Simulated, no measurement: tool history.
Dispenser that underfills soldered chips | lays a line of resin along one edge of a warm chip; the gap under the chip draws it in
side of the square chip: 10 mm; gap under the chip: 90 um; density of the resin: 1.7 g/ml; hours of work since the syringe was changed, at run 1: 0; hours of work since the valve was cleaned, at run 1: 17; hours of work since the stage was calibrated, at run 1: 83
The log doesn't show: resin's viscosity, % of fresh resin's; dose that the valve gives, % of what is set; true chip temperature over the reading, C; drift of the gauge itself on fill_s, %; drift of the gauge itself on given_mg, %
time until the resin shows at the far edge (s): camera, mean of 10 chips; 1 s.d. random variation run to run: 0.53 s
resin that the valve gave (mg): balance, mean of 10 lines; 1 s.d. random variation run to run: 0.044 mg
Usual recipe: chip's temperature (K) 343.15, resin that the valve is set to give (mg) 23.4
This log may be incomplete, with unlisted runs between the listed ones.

| run | hour | chip's temperature (K) | resin that the valve is set to give (mg) | hours of work since the syringe was changed | hours of work since the valve was cleaned | hours of work since the stage was calibrated | time until the resin shows at the far edge (s) | resin that the valve gave (mg) |
|---|---|---|---|---|---|---|---|---|
| 1 | 0.0 | 343.15 | 23.4 | 0 | 17 | 83 | 41.9 | 23.32 |
| 2 | 3.1 | 343.15 | 23.4 | 2 | 19 | 85 | 48.1 | 23.24 |
| 3 | 7.9 | 343.15 | 23.4 | 5 | 22 | 88 | 57.5 | 23.24 |
| 4 | 11.0 | 343.15 | 23.4 | 7 | 24 | 91 | 65.8 | 23.14 |
| 5 | 15.4 | 343.15 | 23.4 | 11 | 27 | 94 | 76.7 | 23.15 |
|  | 16.7 | new syringe of resin |
| 6 | 18.5 | 343.15 | 23.4 | 1 | 29 | 95 | 45.0 | 23.12 |
| 7 | 21.4 | 347.15 | 23.4 | 3 | 31 | 97 | 42.2 | 23.13 |
| 8 | 25.7 | 332.15 | 23.4 | 6 | 34 | 100 | 102.8 | 23.21 |
| 9 | 28.1 | 343.15 | 20.7 | 8 | 36 | 102 | 66.8 | 20.57 |
| 10 | 31.8 | 339.15 | 23.8 | 10 | 38 | 105 | 91.0 | 23.50 |
|  | 33.5 | new syringe of resin |
| 11 | 35.1 | 351.15 | 29.5 | 1 | 40 | 107 | 30.0 | 29.19 |
| 12 | 37.1 | 355.15 | 23.3 | 2 | 42 | 108 | 27.1 | 22.99 |
| 13 | 39.8 | 337.15 | 20.9 | 4 | 44 | 110 | 71.6 | 20.60 |
| 14 | 44.5 | 343.15 | 24.9 | 8 | 47 | 113 | 62.8 | 24.49 |
| 15 | 48.6 | 338.15 | 24.9 | 10 | 49 | 116 | 94.2 | 24.51 |
|  | 50.1 | new syringe of resin |
| 16 | 53.6 | 346.15 | 21.3 | 2 | 53 | 119 | 43.1 | 20.96 |
| 17 | 57.7 | 346.15 | 26.2 | 5 | 56 | 122 | 47.2 | 25.69 |
| 18 | 60.0 | 358.15 | 30.3 | 7 | 57 | 123 | 30.5 | 29.83 |

Branching from run 18: 5 alternative next runs. What would each branch give?
| A | 64.0 | 338.15 | 23.4 | 9 | 60 | 126 | ? | ? |
| B | 64.0 | 343.15 | 22.1 | 9 | 60 | 126 | ? | ? |
| C | 64.0 | 333.15 | 27.6 | 9 | 60 | 126 | ? | ? |
| D | 64.0 | 334.15 | 29.0 | 9 | 60 | 126 | ? | ? |
| E | 64.0 | 329.15 | 24.7 | 9 | 60 | 126 | ? | ? |

| run | time until the resin shows at the far edge (s) | resin that the valve gave (mg) |
|---|---|---|
| A | 93.6 | 23.03 |
| B | 72.2 | 21.69 |
| C | 117.4 | 27.15 |
| D | 108.3 | 28.42 |
| E | 143.8 | 24.24 |
With no hidden state in the tool, these same runs would have given:
| run | time until the resin shows at the far edge (s) | resin that the valve gave (mg) |
|---|---|---|
| A | 55.7 | 23.46 |
| B | 42.6 | 22.10 |
| C | 70.1 | 27.67 |
| D | 64.4 | 28.97 |
| E | 85.9 | 24.70 |
